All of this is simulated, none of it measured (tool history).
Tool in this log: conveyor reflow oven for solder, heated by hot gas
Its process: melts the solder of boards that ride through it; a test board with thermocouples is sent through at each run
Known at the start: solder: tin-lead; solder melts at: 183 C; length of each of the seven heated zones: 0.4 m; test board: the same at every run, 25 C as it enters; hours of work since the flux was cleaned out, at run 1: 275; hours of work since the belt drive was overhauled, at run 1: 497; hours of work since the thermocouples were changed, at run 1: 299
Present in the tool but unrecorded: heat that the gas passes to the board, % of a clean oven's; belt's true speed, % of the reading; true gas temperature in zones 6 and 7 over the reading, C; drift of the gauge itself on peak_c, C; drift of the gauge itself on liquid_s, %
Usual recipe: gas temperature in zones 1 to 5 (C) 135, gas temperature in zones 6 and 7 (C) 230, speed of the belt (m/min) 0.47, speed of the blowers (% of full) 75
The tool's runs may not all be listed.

run   hour  gas temperature in zones 1 to 5 (C)  gas temperature in zones 6 and 7 (C)  speed of the belt (m/min)  speed of the blowers (% of full)  hours of work since the flux was cleaned out  hours of work since the belt drive was overhauled  hours of work since the thermocouples were changed  highest temperature of the board (C)  time above the solder's melting point (s)
  1      0                                  135                                   230                       0.47                                75                                           275                                                497                                                 299                                 213.8                                       71.6
  2   11.4                                  135                                   230                       0.47                                75                                           284                                                507                                                 308                                 213.7                                       71.4
  3   22.3                                  135                                   230                      0.443                                75                                           292                                                515                                                 317                                 214.8                                       79.1
  4   37.4                                  135                                   230                      0.443                                75                                           304                                                527                                                 329                                 215.1                                       78.9
  5   46.7                                  135                                   230                      0.443                                75                                           312                                                535                                                 336                                 215.7                                       78.6
  6   67.9                                  135                                   230                      0.443                                75                                           329                                                551                                                 353                                 215.1                                       78.4
  7   82.3                                  135                                   230                      0.443                                75                                           340                                                563                                                 364                                 214.8                                       77.8
  8  101.8                                  135                                   230                      0.443                                75                                           356                                                578                                                 380                                 214.7                                       78.9
  9  116.7                                  135                                   221                       0.47                                75                                           367                                                590                                                 392                                 205.7                                       61.5
 10  126.2                                  135                                   221                       0.47                                75                                           375                                                598                                                 399                                 205.4                                       61.1
     132.9  -- flux residue cleaned out of gas plates and filters
 11  142.5                                  135                                   221                       0.47                                75                                             8                                                607                                                 408                                 204.3                                       59.4
 12  155.2                                  135                                   221                       0.47                                75                                            18                                                617                                                 418                                 204.5                                         59
 13    171                                  135                                   235                       0.47                                75                                            30                                                629                                                 431                                 215.7                                         75
 14    182                                  135                                   235                       0.47                                75                                            39                                                638                                                 440                                 215.9                                       73.3
     195.9  -- flux residue cleaned out of gas plates and filters, once more
 15  203.6                                  123                                   230                       0.47                                75                                             6                                                651                                                 453                                 212.6                                       67.3
 16  225.6                                  129                                   221                      0.446                                75                                            24                                                669                                                 470                                 207.6                                       67.1
 17  237.3                                  129                                   221                      0.446                                75                                            33                                                678                                                 480                                 207.6                                       66.7
 18  257.5                                  129                                   233                      0.446                                53                                            49                                                694                                                 496                                 213.2                                       73.2
 19  276.8                                  145                                   233                      0.508                                82                                            64                                                709                                                 511                                 217.6                                       74.8
 20  290.8                                  145                                   233                      0.508                                82                                            75                                                721                                                 522                                 218.1                                       75.2
 21  300.4                                  123                                   223                      0.426                                67                                            83                                                728                                                 530                                 207.9                                       67.9
 22  321.8                                  136                                   223                      0.426                                55                                           100                                                745                                                 547                                 207.8                                       72.4
 23  338.4                                  136                                   223                      0.426                                55                                           113                                                758                                                 560                                 207.7                                       72.8
 24    355                                  138                                   223                      0.526                                55                                           126                                                772                                                 573                                   201                                       48.4
 25  375.9                                  138                                   223                      0.526                                55                                           143                                                788                                                 590                                 201.2                                       48.1
 26  392.4                                  150                                   223                      0.526                                55                                           156                                                801                                                 603                                 204.2                                       58.2
 27  413.1                                  135                                   244                      0.495                                70                                           173                                                818                                                 619                                 223.4                                       76.8
 28  433.5                                  135                                   244                      0.385                                70                                           189                                                834                                                 636                                 230.8                                      109.4
 29  448.2                                  125                                   244                      0.385                                71                                           201                                                846                                                 647                                 229.9                                      103.3
 30    465                                  141                                   230                       0.46                                75                                           214                                                859                                                 661                                 214.6                                         78

Measured result minus the same run's result without the hidden state. Both carry the same run-to-run variation, though not necessarily the same gauge scatter:
run  highest temperature of the board (C)  time above the solder's melting point (s)
  1                                  -1.9                                       -1.7
  2                                    -2                                       -1.8
  3                                  -1.9                                       -1.7
  4                                    -2                                       -1.9
  5                                    -2                                       -1.9
  6                                  -2.2                                       -2.1
  7                                  -2.3                                       -2.2
  8                                  -2.4                                       -2.4
  9                                  -2.5                                       -3.7
 10                                  -2.5                                       -3.8
 11                                  -3.4                                       -5.6
 12                                  -3.6                                       -5.8
 13                                  -3.9                                       -3.9
 14                                    -4                                       -3.9
 15                                  -0.6                                       +0.4
 16                                  -0.6                                       +0.1
 17                                  -0.7                                       -0.1
 18                                  -0.8                                       +0.2
 19                                  -1.1                                       +0.2
 20                                  -1.2                                       +0.1
 21                                  -1.1                                       -0.6
 22                                  -1.2                                       -0.6
 23                                  -1.2                                       -0.8
 24                                  -1.3                                       -1.4
 25                                  -1.5                                       -1.7
 26                                  -1.5                                       -1.3
 27                                    -2                                       -0.4
 28                                    -2                                       +0.3
 29                                  -2.1                                       -0.1
 30                                  -2.1                                       -1.1

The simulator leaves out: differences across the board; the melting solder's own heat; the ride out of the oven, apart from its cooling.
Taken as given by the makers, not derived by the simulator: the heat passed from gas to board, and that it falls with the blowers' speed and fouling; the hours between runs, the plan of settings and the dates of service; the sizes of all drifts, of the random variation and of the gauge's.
